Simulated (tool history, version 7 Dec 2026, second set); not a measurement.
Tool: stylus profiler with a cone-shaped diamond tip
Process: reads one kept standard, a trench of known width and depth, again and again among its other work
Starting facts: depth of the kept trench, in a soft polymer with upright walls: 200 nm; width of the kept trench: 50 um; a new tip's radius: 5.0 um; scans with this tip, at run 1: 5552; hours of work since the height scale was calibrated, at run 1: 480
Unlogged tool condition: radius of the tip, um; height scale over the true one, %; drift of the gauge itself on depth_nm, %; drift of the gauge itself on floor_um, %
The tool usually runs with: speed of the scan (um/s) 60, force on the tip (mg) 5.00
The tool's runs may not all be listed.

run,day,speed of the scan (um/s),force on the tip (mg),scans with this tip,hours of work since the height scale was calibrated,depth of the trench (angstrom),width of the trench's floor (µm)
1,0.000,60,5.00,5552,480,2044.5,46.35
2,0.617,60,5.00,5648,489,2045.7,46.40
3,1.288,60,5.00,5752,498,2044.0,46.36
4,1.842,60,5.00,5839,505,2043.8,46.34
5,3.021,60,2.15,6022,521,2026.8,46.24
6,3.683,60,2.15,6125,530,2026.5,46.23
7,4.229,60,2.15,6210,537,2026.8,46.23
8,5.300,105,5.00,6377,552,2044.4,46.10
9,6.162,105,5.00,6511,563,2046.2,46.13
10,6.742,105,5.00,6601,571,2044.3,46.16
11,7.317,60,5.00,6690,579,2045.6,46.24
# day 7.408: height scale calibrated on a step standard
12,8.188,60,5.00,6823,11,2045.2,46.26
13,8.796,60,5.00,6917,19,2045.2,46.25
14,9.300,60,5.00,6996,25,2046.2,46.24
15,10.492,22,5.00,7181,42,2046.1,46.40
16,11.250,60,5.00,7299,52,2046.1,46.18
17,12.188,86,8.80,7445,64,2065.1,46.13
# day 12.579: height scale calibrated on a step standard, once more
18,13.079,25,2.37,7581,7,2023.3,46.26
19,13.796,25,2.37,7692,16,2024.4,46.22
20,14.542,52,8.52,7808,26,2059.4,46.19
21,15.338,77,13.15,7932,37,2077.6,46.21
22,15.854,77,13.15,8012,44,2077.6,46.15
23,16.892,18,1.87,8174,58,2020.7,46.22
24,17.692,28,5.75,8298,69,2045.2,46.20

Run 25 has not been measured yet. What should we expect?
25,18.554,28,5.75,8433,80,?,?

depth of the trench (angstrom): 2044.7
width of the trench's floor (µm): 46.24
Without the tool's hidden state the same run would have given depth of the trench (angstrom) 2045.3, width of the trench's floor (µm) 47.15.

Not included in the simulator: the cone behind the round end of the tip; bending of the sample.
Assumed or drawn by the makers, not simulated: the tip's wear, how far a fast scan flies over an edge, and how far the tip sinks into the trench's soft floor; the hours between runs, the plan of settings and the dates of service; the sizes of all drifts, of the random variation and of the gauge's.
